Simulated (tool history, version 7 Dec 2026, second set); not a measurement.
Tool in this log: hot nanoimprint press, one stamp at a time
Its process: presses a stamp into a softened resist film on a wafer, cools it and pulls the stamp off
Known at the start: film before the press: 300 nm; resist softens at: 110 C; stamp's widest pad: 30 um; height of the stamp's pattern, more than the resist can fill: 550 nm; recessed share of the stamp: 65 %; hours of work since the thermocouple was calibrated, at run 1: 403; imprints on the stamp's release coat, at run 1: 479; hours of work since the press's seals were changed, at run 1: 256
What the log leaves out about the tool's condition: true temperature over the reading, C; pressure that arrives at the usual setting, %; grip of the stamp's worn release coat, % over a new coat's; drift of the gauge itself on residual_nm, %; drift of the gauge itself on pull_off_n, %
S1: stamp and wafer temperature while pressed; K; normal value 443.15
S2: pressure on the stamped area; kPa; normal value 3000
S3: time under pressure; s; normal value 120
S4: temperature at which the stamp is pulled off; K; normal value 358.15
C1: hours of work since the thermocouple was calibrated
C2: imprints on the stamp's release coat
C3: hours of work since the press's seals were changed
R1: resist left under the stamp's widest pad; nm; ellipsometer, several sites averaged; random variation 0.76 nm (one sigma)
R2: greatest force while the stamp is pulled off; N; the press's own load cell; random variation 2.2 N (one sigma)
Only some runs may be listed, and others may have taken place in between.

{"run": 1, "day": 0.0, "S1": 443.15, "S2": 3000, "S3": 120, "S4": 358.15, "C1": 403, "C2": 479, "C3": 256, "R1": 101.4, "R2": 183}
{"run": 2, "day": 0.971, "S1": 443.15, "S2": 3000, "S3": 120, "S4": 358.15, "C1": 416, "C2": 574, "C3": 269, "R1": 100.9, "R2": 187}
{"day": 1.225, "done": "plate thermocouple calibrated"}
{"run": 3, "day": 2.154, "S1": 443.15, "S2": 3000, "S3": 120, "S4": 358.15, "C1": 12, "C2": 678, "C3": 283, "R1": 110.2, "R2": 195}
{"run": 4, "day": 3.179, "S1": 443.15, "S2": 3000, "S3": 120, "S4": 358.15, "C1": 26, "C2": 778, "C3": 296, "R1": 109.2, "R2": 196}
{"run": 5, "day": 3.733, "S1": 443.15, "S2": 3000, "S3": 120, "S4": 358.15, "C1": 33, "C2": 832, "C3": 303, "R1": 110.3, "R2": 199}
{"run": 6, "day": 4.608, "S1": 443.15, "S2": 2800, "S3": 120, "S4": 358.15, "C1": 44, "C2": 918, "C3": 315, "R1": 111.6, "R2": 203}
{"run": 7, "day": 5.233, "S1": 443.15, "S2": 2800, "S3": 120, "S4": 358.15, "C1": 52, "C2": 979, "C3": 323, "R1": 112.9, "R2": 199}
{"day": 5.779, "done": "stamp cleaned and given a new release coat"}
{"run": 8, "day": 6.392, "S1": 443.15, "S2": 4320, "S3": 120, "S4": 358.15, "C1": 64, "C2": 60, "C3": 335, "R1": 93.1, "R2": 180}
{"run": 9, "day": 7.146, "S1": 443.15, "S2": 4320, "S3": 120, "S4": 358.15, "C1": 74, "C2": 134, "C3": 345, "R1": 92.2, "R2": 180}
{"run": 10, "day": 7.717, "S1": 443.15, "S2": 3580, "S3": 120, "S4": 358.15, "C1": 81, "C2": 190, "C3": 352, "R1": 101.5, "R2": 180}
{"run": 11, "day": 8.85, "S1": 443.15, "S2": 3580, "S3": 120, "S4": 358.15, "C1": 96, "C2": 301, "C3": 367, "R1": 99.5, "R2": 185}
{"run": 12, "day": 9.975, "S1": 443.15, "S2": 3580, "S3": 120, "S4": 358.15, "C1": 111, "C2": 411, "C3": 382, "R1": 99.8, "R2": 184}
{"run": 13, "day": 10.938, "S1": 443.15, "S2": 3000, "S3": 120, "S4": 358.15, "C1": 123, "C2": 506, "C3": 394, "R1": 109.1, "R2": 189}
{"run": 14, "day": 11.504, "S1": 443.15, "S2": 3000, "S3": 120, "S4": 358.15, "C1": 131, "C2": 561, "C3": 402, "R1": 107.7, "R2": 187}
{"run": 15, "day": 12.238, "S1": 443.15, "S2": 3000, "S3": 120, "S4": 360.15, "C1": 140, "C2": 633, "C3": 411, "R1": 107.0, "R2": 182}
{"run": 16, "day": 13.288, "S1": 437.15, "S2": 3870, "S3": 120, "S4": 360.15, "C1": 154, "C2": 736, "C3": 425, "R1": 135.8, "R2": 186}
{"run": 17, "day": 14.454, "S1": 437.15, "S2": 3870, "S3": 120, "S4": 360.15, "C1": 169, "C2": 850, "C3": 440, "R1": 135.5, "R2": 185}
{"run": 18, "day": 15.188, "S1": 437.15, "S2": 3870, "S3": 120, "S4": 360.15, "C1": 179, "C2": 922, "C3": 450, "R1": 134.1, "R2": 188}
{"run": 19, "day": 15.875, "S1": 451.15, "S2": 4030, "S3": 215, "S4": 359.15, "C1": 188, "C2": 989, "C3": 459, "R1": 44.2, "R2": 194}
{"day": 16.296, "done": "stamp cleaned and given a new release coat"}
{"run": 20, "day": 16.767, "S1": 436.15, "S2": 3590, "S3": 96, "S4": 359.15, "C1": 196, "C2": 46, "C3": 467, "R1": 160.1, "R2": 169}
{"run": 21, "day": 17.671, "S1": 443.15, "S2": 2530, "S3": 61, "S4": 358.15, "C1": 208, "C2": 135, "C3": 479, "R1": 148.9, "R2": 179}
{"run": 22, "day": 18.233, "S1": 443.15, "S2": 2530, "S3": 61, "S4": 358.15, "C1": 215, "C2": 190, "C3": 486, "R1": 147.4, "R2": 178}
{"run": 23, "day": 19.167, "S1": 453.15, "S2": 2510, "S3": 61, "S4": 358.15, "C1": 228, "C2": 281, "C3": 498, "R1": 89.2, "R2": 182}
{"run": 24, "day": 19.833, "S1": 453.15, "S2": 2510, "S3": 61, "S4": 358.15, "C1": 236, "C2": 346, "C3": 507, "R1": 87.8, "R2": 181}
{"run": 25, "day": 20.983, "S1": 453.15, "S2": 2510, "S3": 61, "S4": 358.15, "C1": 251, "C2": 459, "C3": 522, "R1": 85.9, "R2": 183}
{"run": 26, "day": 21.55, "S1": 443.15, "S2": 3000, "S3": 137, "S4": 362.15, "C1": 259, "C2": 515, "C3": 529, "R1": 100.1, "R2": 170}
{"run": 27, "day": 22.712, "S1": 443.15, "S2": 3000, "S3": 137, "S4": 362.15, "C1": 274, "C2": 629, "C3": 545, "R1": 99.3, "R2": 170}
{"run": 28, "day": 23.767, "S1": 433.15, "S2": 4160, "S3": 120, "S4": 345.15, "C1": 288, "C2": 732, "C3": 558, "R1": 161.5, "R2": 250}
{"run": 29, "day": 24.725, "S1": 433.15, "S2": 3750, "S3": 229, "S4": 345.15, "C1": 300, "C2": 826, "C3": 571, "R1": 134.5, "R2": 254}
{"run": 30, "day": 25.592, "S1": 433.15, "S2": 3750, "S3": 78, "S4": 360.15, "C1": 311, "C2": 911, "C3": 582, "R1": 193.7, "R2": 183}

Here are 3 independent what-if runs from the current tool condition. What would each one return?
{"day": 26.846, "done": "stamp cleaned and given a new release coat"}
{"run": "A", "day": 27.025, "S1": 443.15, "S2": 3000, "S3": 120, "S4": 345.15, "C1": 327, "C2": 18, "C3": 598, "R1": "?", "R2": "?"}
{"day": 26.846, "done": "stamp cleaned and given a new release coat"}
{"run": "B", "day": 27.025, "S1": 434.15, "S2": 3750, "S3": 78, "S4": 360.15, "C1": 327, "C2": 18, "C3": 598, "R1": "?", "R2": "?"}
{"day": 26.846, "done": "stamp cleaned and given a new release coat"}
{"run": "C", "day": 27.025, "S1": 433.15, "S2": 3160, "S3": 78, "S4": 360.15, "C1": 327, "C2": 18, "C3": 598, "R1": "?", "R2": "?"}

run=A R1=101.9 R2=224
run=B R1=180.9 R2=162
run=C R1=201.2 R2=163
With the hidden condition removed and each run's random variation left untouched, the same runs would have given:
run=A R1=109.8 R2=230
run=B R1=192.4 R2=169
run=C R1=213.1 R2=170
